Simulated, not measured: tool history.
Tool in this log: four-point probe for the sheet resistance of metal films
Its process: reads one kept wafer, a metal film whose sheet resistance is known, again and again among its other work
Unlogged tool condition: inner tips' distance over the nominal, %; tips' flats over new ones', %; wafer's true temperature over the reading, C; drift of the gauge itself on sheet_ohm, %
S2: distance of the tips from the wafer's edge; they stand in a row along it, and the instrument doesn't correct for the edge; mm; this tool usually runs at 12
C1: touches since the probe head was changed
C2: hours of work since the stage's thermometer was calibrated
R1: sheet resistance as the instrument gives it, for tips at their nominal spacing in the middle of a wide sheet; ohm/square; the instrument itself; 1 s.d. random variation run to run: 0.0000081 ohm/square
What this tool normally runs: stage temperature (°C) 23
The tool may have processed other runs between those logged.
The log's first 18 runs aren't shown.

{"run": 19, "day": 9.771, "stage temperature (°C)": 23, "S2": 12, "C1": 8639, "C2": 1202, "R1": 0.040651}
{"run": 20, "day": 10.462, "stage temperature (°C)": 23, "S2": 49, "C1": 8894, "C2": 1210, "R1": 0.040601}
{"run": 21, "day": 11.158, "stage temperature (°C)": 23, "S2": 12, "C1": 9148, "C2": 1218, "R1": 0.040662}
{"run": 22, "day": 11.908, "stage temperature (°C)": 35, "S2": 12, "C1": 9423, "C2": 1227, "R1": 0.040532}
{"run": 23, "day": 12.712, "stage temperature (°C)": 23, "S2": 30, "C1": 9718, "C2": 1236, "R1": 0.040621}
{"run": 24, "day": 13.279, "stage temperature (°C)": 31, "S2": 10, "C1": 9924, "C2": 1243, "R1": 0.040612}
{"run": 25, "day": 13.775, "stage temperature (°C)": 23, "S2": 5, "C1": 10107, "C2": 1249, "R1": 0.040939}
{"run": 26, "day": 14.429, "stage temperature (°C)": 26, "S2": 21, "C1": 10346, "C2": 1257, "R1": 0.040581}
{"day": 14.5, "done": "stage's thermometer calibrated"}
{"run": 27, "day": 15.067, "stage temperature (°C)": 26, "S2": 5, "C1": 10572, "C2": 7, "R1": 0.040955}
{"run": 28, "day": 15.583, "stage temperature (°C)": 19, "S2": 16, "C1": 10760, "C2": 13, "R1": 0.040703}
{"run": 29, "day": 15.975, "stage temperature (°C)": 19, "S2": 16, "C1": 10905, "C2": 17, "R1": 0.040714}
{"run": 30, "day": 16.642, "stage temperature (°C)": 27, "S2": 66, "C1": 11149, "C2": 25, "R1": 0.040591}
{"run": 31, "day": 17.012, "stage temperature (°C)": 25, "S2": 73, "C1": 11284, "C2": 30, "R1": 0.040619}
{"run": 32, "day": 17.55, "stage temperature (°C)": 25, "S2": 73, "C1": 11482, "C2": 36, "R1": 0.040597}
{"day": 17.671, "done": "stage's thermometer calibrated, once more"}
{"run": 33, "day": 18.292, "stage temperature (°C)": 22, "S2": 5, "C1": 11745, "C2": 7, "R1": 0.040874}
{"run": 34, "day": 18.725, "stage temperature (°C)": 27, "S2": 17, "C1": 11903, "C2": 12, "R1": 0.040516}
{"run": 35, "day": 19.129, "stage temperature (°C)": 19, "S2": 8, "C1": 12051, "C2": 17, "R1": 0.040698}
{"run": 36, "day": 19.662, "stage temperature (°C)": 19, "S2": 8, "C1": 12248, "C2": 23, "R1": 0.0407}
{"run": 37, "day": 20.246, "stage temperature (°C)": 24, "S2": 3, "C1": 12461, "C2": 30, "R1": 0.041463}
{"run": 38, "day": 21.012, "stage temperature (°C)": 31, "S2": 22, "C1": 12741, "C2": 39, "R1": 0.040451}
{"run": 39, "day": 21.417, "stage temperature (°C)": 31, "S2": 22, "C1": 12890, "C2": 44, "R1": 0.040457}
{"run": 40, "day": 22.158, "stage temperature (°C)": 30, "S2": 12, "C1": 13162, "C2": 53, "R1": 0.040505}

For run 41, what comes out?
{"run": 41, "day": 23.0, "stage temperature (°C)": 30, "S2": 12, "C1": 13470, "C2": 63, "R1": "?"}

Run 41 measured R1 0.040519 ohm/square.
Were there no unlogged condition in the tool, this run, its random variation unchanged, would have produced R1 0.040500 ohm/square.
